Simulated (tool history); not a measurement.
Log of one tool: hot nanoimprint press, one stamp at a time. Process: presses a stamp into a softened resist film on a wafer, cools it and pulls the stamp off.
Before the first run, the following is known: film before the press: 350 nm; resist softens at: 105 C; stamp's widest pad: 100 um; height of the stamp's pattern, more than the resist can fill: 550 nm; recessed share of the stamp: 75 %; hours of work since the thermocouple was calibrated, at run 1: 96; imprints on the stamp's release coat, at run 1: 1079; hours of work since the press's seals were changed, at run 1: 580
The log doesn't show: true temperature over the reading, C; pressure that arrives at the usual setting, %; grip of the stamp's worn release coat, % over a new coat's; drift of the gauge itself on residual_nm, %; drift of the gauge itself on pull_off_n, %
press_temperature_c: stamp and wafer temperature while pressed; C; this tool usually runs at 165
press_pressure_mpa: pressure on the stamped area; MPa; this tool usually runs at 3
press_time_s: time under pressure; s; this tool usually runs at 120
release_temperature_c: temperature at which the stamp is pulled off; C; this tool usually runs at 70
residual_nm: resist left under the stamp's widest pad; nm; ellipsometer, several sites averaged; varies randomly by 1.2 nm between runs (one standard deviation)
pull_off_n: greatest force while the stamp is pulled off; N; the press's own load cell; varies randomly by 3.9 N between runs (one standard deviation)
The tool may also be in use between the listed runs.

run     day  press_temperature_c  press_pressure_mpa  press_time_s  release_temperature_c  hours of work since the thermocouple was calibrated  imprints on the stamp's release coat  hours of work since the press's seals were changed  residual_nm  pull_off_n
  1       0                  165                   3           120                     70                                                   96                                  1079                                                 580          193         249
  2   0.604                  165                   3           120                     70                                                  104                                  1108                                                 587          194         242
  3   1.317                  165                   3           120                     70                                                  112                                  1144                                                 595        192.4         246
  4    1.85                  165                   3           120                     70                                                  118                                  1170                                                 601        193.7         251
  5   2.758                  165                   3           120                     70                                                  129                                  1215                                                 612        194.4         252
  6   3.812                  165                   3           120                     70                                                  142                                  1266                                                 625        192.7         259
  7   5.017                  165                   3           120                     70                                                  156                                  1326                                                 639        193.3         258
  8   6.108                  165                   3           120                     70                                                  169                                  1379                                                 652        193.3         270
  9   7.129                  159                   3           120                     70                                                  181                                  1430                                                 664          235         262
 10   7.971                  165                   3           120                     70                                                  191                                  1471                                                 674        191.8         268
 11   8.758                  165                   3           120                     70                                                  200                                  1510                                                 683        193.8         270
 12   9.438                  165                   3           120                     70                                                  208                                  1543                                                 691        192.8         275
 13  10.254                  165                   3           120                     70                                                  218                                  1583                                                 701        190.5         271
 14  10.858                  165                   3           120                     70                                                  225                                  1613                                                 708        190.2         280
 15  11.542                  165                   3           120                     70                                                  233                                  1647                                                 716        189.3         281
 16  12.183                  165                   3           120                     70                                                  241                                  1679                                                 724        192.2         287
 17    12.7                  176                   3           217                     70                                                  247                                  1704                                                 730         97.1         287
 18  13.454                  159                   3           217                     70                                                  256                                  1741                                                 739        196.6         296
 19  14.317                  161                3.81           171                     78                                                  266                                  1784                                                 749        181.5         278
 20  14.875                  161                3.81           171                     78                                                  273                                  1811                                                 756        178.1         269
 21  15.904                  161                3.81           171                     78                                                  285                                  1862                                                 768        181.5         286
 22   16.95                  156                3.54           120                     70                                                  297                                  1913                                                 781        246.4         297
 23  17.579                  156                3.54           120                     70                                                  305                                  1944                                                 788          246         299
 24  18.217                  154                3.51           204                     72                                                  312                                  1976                                                 796        231.5         296
 25  19.312                  154                3.51           204                     72                                                  325                                  2030                                                 809        230.1         308
      20.15  -- plate thermocouple calibrated
 26  20.258                  154                3.51           204                     72                                                    1                                  2070                                                 818        237.2         303
 27  20.996                  161                3.27            81                     72                                                   10                                  2106                                                 827        245.4         305
 28  22.133                  176                2.04            75                     70                                                   24                                  2162                                                 841        183.2         317
 29  23.029                  176                3.55            75                     70                                                   34                                  2207                                                 851        142.2         318

5 ways to go on from here, each from the tool as it stands after run 29. What would each give?
  A  24.279                  174                2.47            90                     70                                                   49                                  2268                                                 866            ?           ?
  B  24.279                  162                   3           120                     67                                                   49                                  2268                                                 866            ?           ?
  C  24.279                  153                   3           146                     70                                                   49                                  2268                                                 866            ?           ?
  D  24.279                  165                4.14           120                     70                                                   49                                  2268                                                 866            ?           ?
  E  24.279                  165                4.47           141                     70                                                   49                                  2268                                                 866            ?           ?

run  residual_nm  pull_off_n
  A        168.2         316
  B        216.5         317
  C        275.3         323
  D        172.4         324
  E        158.3         308
Without the tool's hidden state the same runs would have given:
run  residual_nm  pull_off_n
  A        167.8         184
  B        215.9         184
  C        275.1         188
  D        170.7         188
  E        156.3         179

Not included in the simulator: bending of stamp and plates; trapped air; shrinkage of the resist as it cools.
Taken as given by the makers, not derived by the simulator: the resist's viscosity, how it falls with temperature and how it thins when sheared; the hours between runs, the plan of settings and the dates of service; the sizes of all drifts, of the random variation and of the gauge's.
